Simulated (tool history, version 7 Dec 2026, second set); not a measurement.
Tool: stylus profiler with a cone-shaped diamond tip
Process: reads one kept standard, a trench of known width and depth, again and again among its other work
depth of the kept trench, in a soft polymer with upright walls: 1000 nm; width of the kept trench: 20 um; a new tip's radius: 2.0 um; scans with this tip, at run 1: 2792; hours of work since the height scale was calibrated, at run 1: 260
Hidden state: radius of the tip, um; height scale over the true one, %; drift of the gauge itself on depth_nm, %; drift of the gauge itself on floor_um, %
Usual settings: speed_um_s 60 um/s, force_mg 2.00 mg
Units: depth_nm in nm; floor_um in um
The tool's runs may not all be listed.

run    day  speed_um_s  force_mg  scans with this tip  hours of work since the height scale was calibrated  depth_nm  floor_um
  1  0.000          60      2.00                 2792                                                  260   1006.42     15.74
  2  0.829          60      2.00                 2934                                                  273   1006.23     15.81
  3  1.529          60      2.00                 3054                                                  284   1006.36     15.74
  4  2.017          60      2.00                 3137                                                  292   1005.94     15.70
  5  2.517          60      0.94                 3223                                                  300   1002.86     15.53
  6  3.008          60      0.94                 3307                                                  308   1003.17     15.56
  7  3.833          27      4.06                 3448                                                  321   1010.65     15.88
  8  4.467          60      4.99                 3556                                                  331   1012.64     15.77
  9  5.246          60      4.99                 3689                                                  343   1012.52     15.74
 10  5.921          89      2.27                 3804                                                  354   1007.01     15.55
 11  6.779         121      1.28                 3952                                                  368   1003.74     15.18
 12  7.746          16      3.08                 4117                                                  383   1007.82     15.76

Forecast each of these 5 alternatives for the next run:
  A  8.429         111      0.92                 4233                                                  394         ?         ?
  B  8.429         110      1.55                 4233                                                  394         ?         ?
  C  8.429          41      1.75                 4233                                                  394         ?         ?
  D  8.429          24      3.20                 4233                                                  394         ?         ?
  E  8.429          24      3.15                 4233                                                  394         ?         ?

run  depth_nm  floor_um
  A   1002.47     15.04
  B   1004.40     15.27
  C   1004.97     15.66
  D   1008.35     15.77
  E   1008.54     15.77
Without the tool's hidden state the same runs would have given:
run  depth_nm  floor_um
  A   1004.72     15.72
  B   1006.65     15.94
  C   1007.23     16.34
  D   1010.61     16.45
  E   1010.80     16.45

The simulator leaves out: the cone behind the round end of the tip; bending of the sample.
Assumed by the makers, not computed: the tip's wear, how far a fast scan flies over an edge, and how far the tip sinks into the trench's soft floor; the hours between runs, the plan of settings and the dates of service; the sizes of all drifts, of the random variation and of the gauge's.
